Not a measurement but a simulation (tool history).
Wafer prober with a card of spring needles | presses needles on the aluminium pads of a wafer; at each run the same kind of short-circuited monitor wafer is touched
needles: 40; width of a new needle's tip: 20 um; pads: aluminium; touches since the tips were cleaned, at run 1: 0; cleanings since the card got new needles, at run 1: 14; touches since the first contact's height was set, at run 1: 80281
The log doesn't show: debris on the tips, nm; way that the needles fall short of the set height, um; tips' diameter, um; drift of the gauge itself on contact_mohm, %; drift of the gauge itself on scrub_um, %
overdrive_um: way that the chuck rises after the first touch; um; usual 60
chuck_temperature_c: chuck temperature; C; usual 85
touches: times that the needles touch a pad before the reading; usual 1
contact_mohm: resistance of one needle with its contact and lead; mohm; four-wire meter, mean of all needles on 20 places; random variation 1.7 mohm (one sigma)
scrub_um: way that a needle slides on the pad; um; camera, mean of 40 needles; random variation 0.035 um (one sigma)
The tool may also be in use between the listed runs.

run     day  overdrive_um  chuck_temperature_c  touches  touches since the tips were cleaned  cleanings since the card got new needles  touches since the first contact's height was set  contact_mohm  scrub_um
  1   0.000            60                   85        1                                    0                                        14                                             80281           170     11.88
      0.571  -- tips cleaned on abrasive film
      1.121  -- tips cleaned on abrasive film
      1.708  -- tips cleaned on abrasive film
  2   1.933            60                   85        1                                 2073                                        17                                             97963           177     11.81
      2.317  -- tips cleaned on abrasive film
      2.921  -- tips cleaned on abrasive film
  3   3.229            60                   85        1                                 2814                                        19                                            109792           176     11.81
      3.571  -- tips cleaned on abrasive film
      4.175  -- tips cleaned on abrasive film
  4   4.592            60                   82        1                                 3819                                        21                                            122256           172     11.84
      4.729  -- tips cleaned on abrasive film
      5.367  -- tips cleaned on abrasive film
  5   5.788            63                   85        1                                 3860                                        23                                            133200           174     12.42
      6.017  -- tips cleaned on abrasive film
      6.629  -- tips cleaned on abrasive film
  6   6.629            63                   85        1                                    0                                        25                                            140864           174     12.34
      7.283  -- tips cleaned on abrasive film
      7.892  -- tips cleaned on abrasive film
  7   8.225            63                   85        1                                 3050                                        27                                            155475           176     12.36
      8.500  -- tips cleaned on abrasive film
      9.121  -- tips cleaned on abrasive film
  8   9.121            63                   85        1                                    0                                        29                                            163653           176     12.38
      9.767  -- tips cleaned on abrasive film
  9  10.129            60                   85        1                                 3359                                        30                                            172892           176     11.73
     10.379  -- tips cleaned on abrasive film
     10.950  -- tips cleaned on abrasive film
     11.521  -- tips cleaned on abrasive film
 10  11.804            46                   85        1                                 2589                                        33                                            188176           184      8.98
     12.171  -- tips cleaned on abrasive film
     12.421  -- height of the first contact set anew
     12.771  -- tips cleaned on abrasive film
     13.433  -- tips cleaned on abrasive film
 11  13.517            46                   85        1                                  774                                        36                                              9986           184      9.03
     14.021  -- tips cleaned on abrasive film
     14.583  -- tips cleaned on abrasive film
 12  14.938            70                   85        1                                 3262                                        38                                             22976           171     13.67
     15.208  -- tips cleaned on abrasive film
     15.829  -- tips cleaned on abrasive film
     16.458  -- tips cleaned on abrasive film
     17.029  -- tips cleaned on abrasive film
 13  17.029            57                   85        1                                    0                                        42                                             42082           178     11.18
     17.683  -- tips cleaned on abrasive film
 14  17.888            57                   85        1                                 1885                                        43                                             49949           177     11.09
     18.354  -- tips cleaned on abrasive film
     18.979  -- tips cleaned on abrasive film
 15  19.071            77                   84        1                                  842                                        45                                             60762           168     15.12
     19.608  -- tips cleaned on abrasive film
     20.254  -- tips cleaned on abrasive film
 16  20.692            79                   43        1                                 3998                                        47                                             75587           159     15.39
     20.829  -- tips cleaned on abrasive film
     21.421  -- tips cleaned on abrasive film
     22.083  -- tips cleaned on abrasive film
 17  22.375            65                   43        1                                 2720                                        50                                             90996           165     12.73
     22.750  -- tips cleaned on abrasive film
     23.354  -- tips cleaned on abrasive film
     23.979  -- tips cleaned on abrasive film
 18  23.979            49                   30        2                                    0                                        53                                            105610           165      9.52
     24.621  -- tips cleaned on abrasive film
     25.225  -- tips cleaned on abrasive film
     25.792  -- tips cleaned on abrasive film
 19  25.946            49                   30        2                                 1413                                        56                                            123594           166      9.55
     26.350  -- tips cleaned on abrasive film
     27.038  -- tips cleaned on abrasive film
 20  27.488            65                   31        2                                 4155                                        58                                            137722           160     12.60
     27.629  -- tips cleaned on abrasive film
     28.196  -- tips cleaned on abrasive film
     28.842  -- tips cleaned on abrasive film
     29.488  -- tips cleaned on abrasive film
 21  29.521            54                   39        3                                  304                                        62                                            156274           164     10.46
     30.071  -- tips cleaned on abrasive film
 22  30.529            51                   71        2                                 4244                                        63                                            165530           174      9.88
     30.671  -- tips cleaned on abrasive film
     31.308  -- tips cleaned on abrasive film
 23  31.625            68                   71        1                                 2917                                        65                                            175532           165     13.15
     31.879  -- tips cleaned on abrasive film
     32.517  -- tips cleaned on abrasive film
 24  32.825            60                   27        1                                 2833                                        67                                            186506           162     11.57
     33.188  -- tips cleaned on abrasive film
     33.700  -- height of the first contact set anew
     33.767  -- tips cleaned on abrasive film
 25  33.767            47                   85        2                                    0                                        69                                               562           181      9.10

Forecast each of these 5 alternatives for the next run:
     34.358  -- tips cleaned on abrasive film
  A  34.875            68                   85        1                                 4760                                        70                                             10743             ?         ?
     34.358  -- tips cleaned on abrasive film
  B  34.875            60                   56        3                                 4760                                        70                                             10743             ?         ?
     34.358  -- tips cleaned on abrasive film
  C  34.875            47                   54        2                                 4760                                        70                                             10743             ?         ?
     34.358  -- tips cleaned on abrasive film
  D  34.875            45                   85        2                                 4760                                        70                                             10743             ?         ?
     34.358  -- tips cleaned on abrasive film
  E  34.875            42                   80        2                                 4760                                        70                                             10743             ?         ?

run  contact_mohm  scrub_um
  A           170     13.18
  B           168     11.55
  C           175      9.09
  D           181      8.71
  E           185      8.12
Without the tool's hidden state the same runs would have given:
run  contact_mohm  scrub_um
  A           169     13.44
  B           168     11.78
  C           174      9.27
  D           180      8.88
  E           184      8.28
